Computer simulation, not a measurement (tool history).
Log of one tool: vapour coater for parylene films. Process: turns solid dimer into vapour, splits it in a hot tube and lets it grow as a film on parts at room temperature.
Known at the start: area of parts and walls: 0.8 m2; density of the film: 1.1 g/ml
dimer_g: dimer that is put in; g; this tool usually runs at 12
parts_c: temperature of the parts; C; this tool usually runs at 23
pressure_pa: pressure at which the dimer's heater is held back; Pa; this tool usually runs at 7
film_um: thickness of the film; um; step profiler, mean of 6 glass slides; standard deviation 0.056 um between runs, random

{"run": 1, "day": 0.0, "dimer_g": 12, "parts_c": 23, "pressure_pa": 7, "film_um": 6.29}
{"run": 2, "day": 1.462, "dimer_g": 12, "parts_c": 23, "pressure_pa": 7, "film_um": 6.22}
{"run": 3, "day": 3.85, "dimer_g": 12, "parts_c": 23, "pressure_pa": 7, "film_um": 6.19}
{"run": 4, "day": 6.929, "dimer_g": 12, "parts_c": 23, "pressure_pa": 7, "film_um": 6.13}
{"run": 5, "day": 8.6, "dimer_g": 12, "parts_c": 23, "pressure_pa": 7, "film_um": 6.12}
{"day": 9.333, "done": "trap's valve overhauled"}
{"run": 6, "day": 10.5, "dimer_g": 12, "parts_c": 23, "pressure_pa": 7, "film_um": 6.76}
{"run": 7, "day": 12.125, "dimer_g": 12, "parts_c": 23, "pressure_pa": 7, "film_um": 6.68}
{"run": 8, "day": 14.567, "dimer_g": 12, "parts_c": 23, "pressure_pa": 7, "film_um": 6.62}
{"run": 9, "day": 17.2, "dimer_g": 12, "parts_c": 33, "pressure_pa": 7, "film_um": 4.23}
{"run": 10, "day": 19.971, "dimer_g": 12, "parts_c": 16, "pressure_pa": 7, "film_um": 8.68}
{"run": 11, "day": 21.792, "dimer_g": 12, "parts_c": 16, "pressure_pa": 7, "film_um": 8.63}
{"run": 12, "day": 24.429, "dimer_g": 12, "parts_c": 23, "pressure_pa": 7, "film_um": 6.38}
{"run": 13, "day": 26.142, "dimer_g": 12, "parts_c": 28, "pressure_pa": 7, "film_um": 5.13}
{"run": 14, "day": 28.15, "dimer_g": 9, "parts_c": 23, "pressure_pa": 7, "film_um": 4.74}
{"run": 15, "day": 31.05, "dimer_g": 9, "parts_c": 23, "pressure_pa": 7, "film_um": 4.65}
{"run": 16, "day": 33.417, "dimer_g": 9, "parts_c": 23, "pressure_pa": 7, "film_um": 4.57}
{"run": 17, "day": 35.729, "dimer_g": 12, "parts_c": 28, "pressure_pa": 7, "film_um": 4.9}
{"run": 18, "day": 37.117, "dimer_g": 19, "parts_c": 23, "pressure_pa": 3.86, "film_um": 10.56}
{"day": 38.704, "done": "trap's valve overhauled"}
{"run": 19, "day": 39.271, "dimer_g": 19, "parts_c": 23, "pressure_pa": 2.05, "film_um": 12.96}
{"run": 20, "day": 41.679, "dimer_g": 19, "parts_c": 23, "pressure_pa": 2.05, "film_um": 12.92}
{"run": 21, "day": 43.329, "dimer_g": 8, "parts_c": 25, "pressure_pa": 2.76, "film_um": 4.68}
{"run": 22, "day": 45.408, "dimer_g": 9, "parts_c": 32, "pressure_pa": 5.02, "film_um": 3.53}
{"run": 23, "day": 48.008, "dimer_g": 9, "parts_c": 32, "pressure_pa": 5.02, "film_um": 3.46}

Predict the results of run 24:
{"run": 24, "day": 49.492, "dimer_g": 10, "parts_c": 23, "pressure_pa": 2.06, "film_um": "?"}

{"run 24": {"film_um": 6.58}}
With no hidden state in the tool, this same run would have given film_um 6.78 um.
